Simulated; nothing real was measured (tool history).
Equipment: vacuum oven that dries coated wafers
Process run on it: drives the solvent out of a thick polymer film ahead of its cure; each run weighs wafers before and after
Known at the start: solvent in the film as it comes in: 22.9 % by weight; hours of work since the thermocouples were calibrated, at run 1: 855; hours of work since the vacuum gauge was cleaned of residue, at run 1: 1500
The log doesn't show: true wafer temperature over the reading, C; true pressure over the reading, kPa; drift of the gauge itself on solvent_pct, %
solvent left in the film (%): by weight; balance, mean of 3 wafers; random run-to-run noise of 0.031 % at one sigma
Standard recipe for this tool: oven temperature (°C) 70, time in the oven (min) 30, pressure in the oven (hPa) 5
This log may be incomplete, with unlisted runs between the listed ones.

run    hour  oven temperature (°C)  time in the oven (min)  pressure in the oven (hPa)  hours of work since the thermocouples were calibrated  hours of work since the vacuum gauge was cleaned of residue  solvent left in the film (%)
  1       0                     70                      30                           5                                                    855                                                         1500                          2.31
  2    71.2                     70                      30                           5                                                    885                                                         1529                          2.34
  3   151.5                     70                      30                       17.22                                                    918                                                         1563                          3.11
  4   199.4                     70                      30                       17.22                                                    938                                                         1583                          3.16
  5   248.6                     70                      30                       17.22                                                    959                                                         1603                           3.2
  6   333.8                     70                      30                       17.22                                                    994                                                         1638                          3.19
  7   394.7                     77                      30                       17.22                                                   1020                                                         1664                          1.84
  8   459.2                     70                      30                           5                                                   1046                                                         1691                           2.4
  9   538.4                     70                      30                           5                                                   1079                                                         1724                          2.36
 10   589.4                     70                      30                           5                                                   1100                                                         1745                          2.37
 11   646.2                     79                      30                           5                                                   1124                                                         1768                          0.92
      687.4  -- oven's thermocouples calibrated
 12   713.6                     70                      30                       16.86                                                     11                                                         1796                          2.99
        720  -- vacuum gauge cleaned of residue and calibrated
 13   791.5                     69                      39                         7.2                                                     43                                                           30                          1.67
 14   883.2                     70                      30                       17.01                                                     81                                                           68                          3.04
 15   964.8                     62                      16                       13.79                                                    115                                                          102                          8.94
 16  1032.3                     62                      16                       13.79                                                    143                                                          130                          8.92
 17  1084.5                     79                      16                        6.18                                                    164                                                          152                          3.15
     1100.8  -- vacuum gauge cleaned of residue and calibrated, once more
 18  1155.7                     79                      16                        6.18                                                    193                                                           23                          3.04
 19  1224.1                     62                      30                       11.97                                                    222                                                           51                          4.79

Branching from run 19: 5 alternative next runs. What would each branch give?
  A  1294.1                     62                      30                           5                                                    251                                                           80                             ?
  B  1294.1                     71                      17                       10.45                                                    251                                                           80                             ?
  C  1294.1                     66                      39                           5                                                    251                                                           80                             ?
  D  1294.1                     74                      48                       11.02                                                    251                                                           80                             ?
  E  1294.1                     79                      30                       11.97                                                    251                                                           80                             ?

run  solvent left in the film (%)
  A                          4.18
  B                          5.19
  C                          1.94
  D                          0.84
  E                          1.04
The same runs, with their run-to-run variation unchanged, on a tool lacking any hidden condition would have given:
run  solvent left in the film (%)
  A                          4.12
  B                          5.14
  C                           1.9
  D                          0.82
  E                          1.02
